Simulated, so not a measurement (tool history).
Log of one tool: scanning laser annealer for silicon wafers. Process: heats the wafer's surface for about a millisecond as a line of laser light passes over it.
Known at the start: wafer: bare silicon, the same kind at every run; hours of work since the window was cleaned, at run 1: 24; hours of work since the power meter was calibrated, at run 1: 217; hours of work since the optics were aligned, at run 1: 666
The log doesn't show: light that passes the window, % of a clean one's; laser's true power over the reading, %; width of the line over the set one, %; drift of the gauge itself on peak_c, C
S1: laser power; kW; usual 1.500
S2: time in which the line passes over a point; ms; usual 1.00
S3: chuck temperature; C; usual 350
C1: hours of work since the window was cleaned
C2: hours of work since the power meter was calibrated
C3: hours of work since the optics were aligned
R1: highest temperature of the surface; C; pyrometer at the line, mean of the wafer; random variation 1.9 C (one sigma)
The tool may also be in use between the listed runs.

{"run": 1, "day": 0.0, "S1": 1.5, "S2": 1.0, "S3": 350, "C1": 24, "C2": 217, "C3": 666, "R1": 1093}
{"run": 2, "day": 0.429, "S1": 1.288, "S2": 1.0, "S3": 350, "C1": 32, "C2": 224, "C3": 674, "R1": 974}
{"run": 3, "day": 1.083, "S1": 1.288, "S2": 1.0, "S3": 350, "C1": 43, "C2": 236, "C3": 685, "R1": 973}
{"run": 4, "day": 1.829, "S1": 1.288, "S2": 1.0, "S3": 350, "C1": 57, "C2": 249, "C3": 698, "R1": 973}
{"run": 5, "day": 2.483, "S1": 1.288, "S2": 1.0, "S3": 350, "C1": 68, "C2": 260, "C3": 710, "R1": 971}
{"run": 6, "day": 3.4, "S1": 1.288, "S2": 1.0, "S3": 350, "C1": 84, "C2": 276, "C3": 726, "R1": 972}
{"run": 7, "day": 4.204, "S1": 1.5, "S2": 1.0, "S3": 322, "C1": 98, "C2": 290, "C3": 740, "R1": 1064}
{"run": 8, "day": 5.175, "S1": 1.5, "S2": 1.0, "S3": 322, "C1": 115, "C2": 307, "C3": 757, "R1": 1060}
{"run": 9, "day": 5.588, "S1": 1.5, "S2": 0.85, "S3": 350, "C1": 122, "C2": 314, "C3": 764, "R1": 1020}
{"run": 10, "day": 6.071, "S1": 1.5, "S2": 0.85, "S3": 350, "C1": 131, "C2": 323, "C3": 772, "R1": 1023}
{"run": 11, "day": 6.629, "S1": 1.417, "S2": 0.85, "S3": 369, "C1": 141, "C2": 333, "C3": 782, "R1": 999}

The next listed run, before its measurement:
{"run": 12, "day": 7.208, "S1": 1.417, "S2": 0.85, "S3": 369, "C1": 151, "C2": 343, "C3": 792, "R1": "?"}

R1: 1001 C
Without the tool's hidden state the same run would have given R1 1001 C.
